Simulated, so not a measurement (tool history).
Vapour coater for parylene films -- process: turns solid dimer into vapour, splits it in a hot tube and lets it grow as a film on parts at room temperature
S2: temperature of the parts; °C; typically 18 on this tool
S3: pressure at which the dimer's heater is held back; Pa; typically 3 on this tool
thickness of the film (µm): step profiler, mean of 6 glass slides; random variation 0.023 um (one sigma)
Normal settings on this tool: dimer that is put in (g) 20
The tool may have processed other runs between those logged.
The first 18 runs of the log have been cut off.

run 19 hour=322.2 | dimer_that_is_put_in_(g)=20 S2=18 S3=3 | thickness_of_the_film_(µm)=6.54
run 20 hour=332.6 | dimer_that_is_put_in_(g)=20 S2=18 S3=3 | thickness_of_the_film_(µm)=6.56
run 21 hour=352.6 | dimer_that_is_put_in_(g)=20 S2=18 S3=3 | thickness_of_the_film_(µm)=6.52
run 22 hour=366.7 | dimer_that_is_put_in_(g)=20 S2=18 S3=3 | thickness_of_the_film_(µm)=6.51
run 23 hour=389.8 | dimer_that_is_put_in_(g)=20 S2=18 S3=3 | thickness_of_the_film_(µm)=6.45
run 24 hour=405.7 | dimer_that_is_put_in_(g)=20 S2=13 S3=3 | thickness_of_the_film_(µm)=8.05
run 25 hour=423 | dimer_that_is_put_in_(g)=20 S2=22 S3=7.11 | thickness_of_the_film_(µm)=4.79
run 26 hour=434.4 | dimer_that_is_put_in_(g)=20 S2=10 S3=7.9 | thickness_of_the_film_(µm)=7.97
-- hour=443.7 trap's valve overhauled, once more
run 27 hour=462 | dimer_that_is_put_in_(g)=24 S2=13 S3=4.28 | thickness_of_the_film_(µm)=10.18
run 28 hour=472.7 | dimer_that_is_put_in_(g)=27 S2=16 S3=3 | thickness_of_the_film_(µm)=10.48
run 29 hour=494.9 | dimer_that_is_put_in_(g)=24 S2=16 S3=11.98 | thickness_of_the_film_(µm)=7.73
run 30 hour=509.6 | dimer_that_is_put_in_(g)=23 S2=24 S3=2.31 | thickness_of_the_film_(µm)=6.46
run 31 hour=522.7 | dimer_that_is_put_in_(g)=23 S2=18 S3=4.66 | thickness_of_the_film_(µm)=7.63
run 32 hour=540.9 | dimer_that_is_put_in_(g)=20 S2=26 S3=9.28 | thickness_of_the_film_(µm)=4.24
run 33 hour=554.3 | dimer_that_is_put_in_(g)=22 S2=30 S3=5.87 | thickness_of_the_film_(µm)=4.13
run 34 hour=566.1 | dimer_that_is_put_in_(g)=25 S2=18 S3=3.29 | thickness_of_the_film_(µm)=8.69
run 35 hour=590.8 | dimer_that_is_put_in_(g)=25 S2=27 S3=4.8 | thickness_of_the_film_(µm)=5.52
run 36 hour=602.5 | dimer_that_is_put_in_(g)=14 S2=24 S3=3.12 | thickness_of_the_film_(µm)=3.72
run 37 hour=616.7 | dimer_that_is_put_in_(g)=8 S2=12 S3=2.45 | thickness_of_the_film_(µm)=3.43
run 38 hour=626.9 | dimer_that_is_put_in_(g)=20 S2=14 S3=3.59 | thickness_of_the_film_(µm)=8.08
run 39 hour=646.2 | dimer_that_is_put_in_(g)=20 S2=13 S3=10.98 | thickness_of_the_film_(µm)=7.23
run 40 hour=669.1 | dimer_that_is_put_in_(g)=28 S2=13 S3=6.83 | thickness_of_the_film_(µm)=10.83
run 41 hour=680.3 | dimer_that_is_put_in_(g)=16 S2=17 S3=6.17 | thickness_of_the_film_(µm)=5.2
run 42 hour=694.6 | dimer_that_is_put_in_(g)=16 S2=17 S3=6.17 | thickness_of_the_film_(µm)=5.25
run 43 hour=717.2 | dimer_that_is_put_in_(g)=16 S2=17 S3=6.17 | thickness_of_the_film_(µm)=5.19

Consider 5 possible next runs. They are alternatives, not a sequence: every one starts from the tool as it was left by run 43. What does each give?
run A hour=737.1 | dimer_that_is_put_in_(g)=9 S2=17 S3=2.01 | thickness_of_the_film_(µm)=?
run B hour=737.1 | dimer_that_is_put_in_(g)=8 S2=14 S3=5.68 | thickness_of_the_film_(µm)=?
run C hour=737.1 | dimer_that_is_put_in_(g)=20 S2=19 S3=6.25 | thickness_of_the_film_(µm)=?
run D hour=737.1 | dimer_that_is_put_in_(g)=16 S2=23 S3=5.63 | thickness_of_the_film_(µm)=?
run E hour=737.1 | dimer_that_is_put_in_(g)=20 S2=25 S3=3 | thickness_of_the_film_(µm)=?

run=A thickness_of_the_film_(µm)=3.39
run=B thickness_of_the_film_(µm)=3
run=C thickness_of_the_film_(µm)=5.9
run=D thickness_of_the_film_(µm)=4.01
run=E thickness_of_the_film_(µm)=5.01
The same runs, with their run-to-run variation unchanged, on a tool lacking any hidden condition would have given:
run=A thickness_of_the_film_(µm)=3.49
run=B thickness_of_the_film_(µm)=3.09
run=C thickness_of_the_film_(µm)=6.07
run=D thickness_of_the_film_(µm)=4.13
run=E thickness_of_the_film_(µm)=5.16
